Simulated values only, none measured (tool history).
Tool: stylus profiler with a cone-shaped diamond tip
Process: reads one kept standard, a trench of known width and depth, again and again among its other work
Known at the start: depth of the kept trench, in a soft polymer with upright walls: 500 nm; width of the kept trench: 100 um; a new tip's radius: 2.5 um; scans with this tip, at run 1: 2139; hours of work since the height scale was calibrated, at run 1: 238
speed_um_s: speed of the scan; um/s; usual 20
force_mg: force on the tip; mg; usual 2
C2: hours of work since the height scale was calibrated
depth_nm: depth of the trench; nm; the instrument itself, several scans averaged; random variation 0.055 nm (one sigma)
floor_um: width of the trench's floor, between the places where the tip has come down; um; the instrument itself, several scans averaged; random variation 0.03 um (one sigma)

Run 1, hour 0: usual settings; scans with this tip 2139; C2 238. Result: depth_nm 503.43 nm, floor_um 96.91 um.
Run 2, hour 18: usual settings; scans with this tip 2250; C2 250. Result: depth_nm 503.54 nm, floor_um 96.86 um.
Run 3, hour 33.6: usual settings but force_mg 1.65 mg; scans with this tip 2347; C2 261. Result: depth_nm 502.93 nm, floor_um 96.87 um.
Run 4, hour 51.9: usual settings but force_mg 1.65 mg; scans with this tip 2460; C2 273. Result: depth_nm 502.9 nm, floor_um 96.85 um.
Run 5, hour 74.8: usual settings; scans with this tip 2602; C2 289. Result: depth_nm 503.37 nm, floor_um 96.88 um.
Run 6, hour 93.1: usual settings but force_mg 1.95 mg; scans with this tip 2715; C2 302. Result: depth_nm 503.33 nm, floor_um 96.85 um.
Run 7, hour 104.1: usual settings; scans with this tip 2783; C2 309. Result: depth_nm 503.44 nm, floor_um 96.88 um.
Run 8, hour 120.6: usual settings; scans with this tip 2885; C2 321. Result: depth_nm 503.29 nm, floor_um 96.85 um.
Run 9, hour 141.8: usual settings but speed_um_s 49 um/s; scans with this tip 3016; C2 335. Result: depth_nm 503.41 nm, floor_um 96.77 um.
Run 10, hour 166.1: usual settings; scans with this tip 3167; C2 352. Result: depth_nm 503.26 nm, floor_um 96.87 um.
Run 11, hour 183.5: usual settings but speed_um_s 51 um/s; scans with this tip 3275; C2 364. Result: depth_nm 503.21 nm, floor_um 96.76 um.
Run 12, hour 199.1: usual settings but speed_um_s 51 um/s; scans with this tip 3371; C2 375. Result: depth_nm 503.32 nm, floor_um 96.75 um.
Run 13, hour 212.8: usual settings but speed_um_s 7 um/s; scans with this tip 3456; C2 384. Result: depth_nm 503.28 nm, floor_um 96.85 um.
Run 14, hour 227.5: usual settings but speed_um_s 14 um/s; scans with this tip 3547; C2 394. Result: depth_nm 503.18 nm, floor_um 96.83 um.
Run 15, hour 248.9: usual settings but speed_um_s 56 um/s; scans with this tip 3679; C2 409. Result: depth_nm 503.17 nm, floor_um 96.74 um.
Run 16, hour 266.4: usual settings but speed_um_s 56 um/s; scans with this tip 3788; C2 421. Result: depth_nm 503.36 nm, floor_um 96.79 um.
Run 17, hour 286.7: usual settings but speed_um_s 56 um/s; scans with this tip 3913; C2 435. Result: depth_nm 503.26 nm, floor_um 96.71 um.
Run 18, hour 311.6: usual settings; scans with this tip 4067; C2 452. Result: depth_nm 503.28 nm, floor_um 96.82 um.
Run 19, hour 334.1: usual settings but force_mg 1.07 mg; scans with this tip 4207; C2 468. Result: depth_nm 501.98 nm, floor_um 96.76 um.
Run 20, hour 348.3: usual settings but speed_um_s 10 um/s, force_mg 5.65 mg; scans with this tip 4295; C2 477. Result: depth_nm 506.87 nm, floor_um 96.86 um.
Run 21, hour 362.5: usual settings but speed_um_s 67 um/s, force_mg 4.78 mg; scans with this tip 4383; C2 487. Result: depth_nm 506.1 nm, floor_um 96.71 um.
Run 22, hour 374.4: usual settings but speed_um_s 67 um/s, force_mg 4.78 mg; scans with this tip 4456; C2 495. Result: depth_nm 506.21 nm, floor_um 96.69 um.
Run 23, hour 393.5: usual settings but speed_um_s 10 um/s, force_mg 0.9 mg; scans with this tip 4574; C2 509. Result: depth_nm 501.72 nm, floor_um 96.79 um.
Run 24, hour 410.1: usual settings but speed_um_s 79 um/s; scans with this tip 4677; C2 520. Result: depth_nm 503.2 nm, floor_um 96.62 um.
Run 25, hour 431: usual settings but speed_um_s 11 um/s, force_mg 2.18 mg; scans with this tip 4807; C2 534. Result: depth_nm 503.32 nm, floor_um 96.75 um.
Run 26, hour 449.8: usual settings but speed_um_s 34 um/s, force_mg 2.18 mg; scans with this tip 4923; C2 547. Result: depth_nm 503.34 nm, floor_um 96.69 um.
Run 27, hour 470.3: usual settings but speed_um_s 16 um/s, force_mg 1.33 mg; scans with this tip 5050; C2 561. Result: depth_nm 502.41 nm, floor_um 96.78 um.
Run 28, hour 493.9: usual settings but speed_um_s 9 um/s, force_mg 5.28 mg; scans with this tip 5196; C2 578. Result: depth_nm 506.46 nm, floor_um 96.74 um.
Run 29, hour 508.4: usual settings but speed_um_s 32 um/s, force_mg 1.91 mg; scans with this tip 5286; C2 588. Result: depth_nm 503.01 nm, floor_um 96.68 um.
Run 30, hour 532.6: usual settings but speed_um_s 10 um/s, force_mg 0.98 mg; scans with this tip 5435; C2 604. Result: depth_nm 501.65 nm, floor_um 96.77 um.
Run 31, hour 557.1: usual settings but speed_um_s 6 um/s, force_mg 1.1 mg; scans with this tip 5587; C2 621. Result: depth_nm 501.97 nm, floor_um 96.72 um.
Run 32, hour 581: usual settings but speed_um_s 6 um/s, force_mg 1.1 mg; scans with this tip 5735; C2 638. Result: depth_nm 501.84 nm, floor_um 96.78 um.
Run 33, hour 601.6: usual settings but speed_um_s 6 um/s, force_mg 1.1 mg; scans with this tip 5863; C2 652. Result: depth_nm 501.84 nm, floor_um 96.72 um.
Run 34, hour 622.9: usual settings but speed_um_s 6 um/s, force_mg 0.97 mg; scans with this tip 5994; C2 666. Result: depth_nm 501.64 nm, floor_um 96.72 um.
Run 35, hour 641: usual settings but speed_um_s 75 um/s; scans with this tip 6106; C2 679. Result: depth_nm 503.11 nm, floor_um 96.59 um.
Run 36, hour 654.7: usual settings but speed_um_s 5 um/s, force_mg 1.14 mg; scans with this tip 6191; C2 688. Result: depth_nm 501.86 nm, floor_um 96.71 um.
Run 37, hour 665.3: usual settings but speed_um_s 64 um/s, force_mg 1 mg; scans with this tip 6256; C2 696. Result: depth_nm 501.66 nm, floor_um 96.54 um.

5 ways to go on from here, each from the tool as it stands after run 37. What would each give?
Run A, hour 683.4: usual settings but speed_um_s 32 um/s; scans with this tip 6369; C2 708. Result: depth_nm ?, floor_um ?.
Run B, hour 683.4: usual settings but speed_um_s 45 um/s, force_mg 1 mg; scans with this tip 6369; C2 708. Result: depth_nm ?, floor_um ?.
Run C, hour 683.4: usual settings but speed_um_s 75 um/s, force_mg 3.67 mg; scans with this tip 6369; C2 708. Result: depth_nm ?, floor_um ?.
Run D, hour 683.4: usual settings but speed_um_s 11 um/s, force_mg 1.26 mg; scans with this tip 6369; C2 708. Result: depth_nm ?, floor_um ?.
Run E, hour 683.4: usual settings but speed_um_s 6 um/s, force_mg 1.14 mg; scans with this tip 6369; C2 708. Result: depth_nm ?, floor_um ?.

run  depth_nm  floor_um
  A    502.88     96.71
  B    501.69     96.61
  C    504.79      96.6
  D    501.99     96.66
  E    501.88     96.74
Without the tool's hidden state the same runs would have given:
run  depth_nm  floor_um
  A    503.53     96.99
  B    502.34     96.89
  C    505.44     96.88
  D    502.64     96.94
  E    502.54     97.02
